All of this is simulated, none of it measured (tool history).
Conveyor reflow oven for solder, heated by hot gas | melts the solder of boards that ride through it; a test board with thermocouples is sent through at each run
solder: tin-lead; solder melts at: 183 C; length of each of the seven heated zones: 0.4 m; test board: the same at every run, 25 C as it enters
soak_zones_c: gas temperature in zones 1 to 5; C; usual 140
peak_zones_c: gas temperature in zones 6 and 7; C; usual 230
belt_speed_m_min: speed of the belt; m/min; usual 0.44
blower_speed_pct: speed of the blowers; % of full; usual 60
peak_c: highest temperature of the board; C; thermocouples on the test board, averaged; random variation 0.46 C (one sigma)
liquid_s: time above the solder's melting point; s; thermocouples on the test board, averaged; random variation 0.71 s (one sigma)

| run | hour | soak_zones_c | peak_zones_c | belt_speed_m_min | blower_speed_pct | peak_c | liquid_s |
|---|---|---|---|---|---|---|---|
| 1 | 0 | 140 | 230 | 0.44 | 60 | 216.2 | 82.8 |
| 2 | 18.5 | 140 | 230 | 0.44 | 60 | 215.6 | 83.4 |
| 3 | 39.6 | 140 | 230 | 0.44 | 60 | 216.8 | 83.2 |
|  | 58.7 | flux residue cleaned out of gas plates and filters |
| 4 | 68.2 | 140 | 230 | 0.44 | 60 | 217.1 | 83.4 |
| 5 | 81.2 | 140 | 230 | 0.44 | 60 | 216.1 | 84.6 |
| 6 | 101 | 140 | 230 | 0.44 | 80 | 218.4 | 87.7 |
| 7 | 118.1 | 140 | 230 | 0.44 | 80 | 218.8 | 87.4 |
| 8 | 129.2 | 140 | 230 | 0.446 | 60 | 216.8 | 81.7 |
| 9 | 153.3 | 140 | 230 | 0.44 | 60 | 217 | 84.1 |
| 10 | 165.9 | 140 | 233 | 0.416 | 60 | 221 | 93.7 |
| 11 | 188 | 140 | 233 | 0.416 | 60 | 220 | 93 |
| 12 | 213.2 | 134 | 230 | 0.44 | 53 | 214.5 | 78.1 |
| 13 | 229.4 | 145 | 228 | 0.44 | 60 | 215.2 | 84.6 |
| 14 | 243.3 | 145 | 242 | 0.43 | 60 | 228.9 | 100.5 |
| 15 | 266.2 | 145 | 242 | 0.43 | 60 | 229.6 | 100.4 |
| 16 | 290.9 | 140 | 230 | 0.496 | 60 | 213.1 | 68.8 |

Forecast run 17:
| 17 | 305.5 | 140 | 230 | 0.496 | 60 | ? | ? |

peak_c: 212.6 C
liquid_s: 70.8 s
Without the tool's hidden state the same run would have given peak_c 214.3 C, liquid_s 72.2 s.

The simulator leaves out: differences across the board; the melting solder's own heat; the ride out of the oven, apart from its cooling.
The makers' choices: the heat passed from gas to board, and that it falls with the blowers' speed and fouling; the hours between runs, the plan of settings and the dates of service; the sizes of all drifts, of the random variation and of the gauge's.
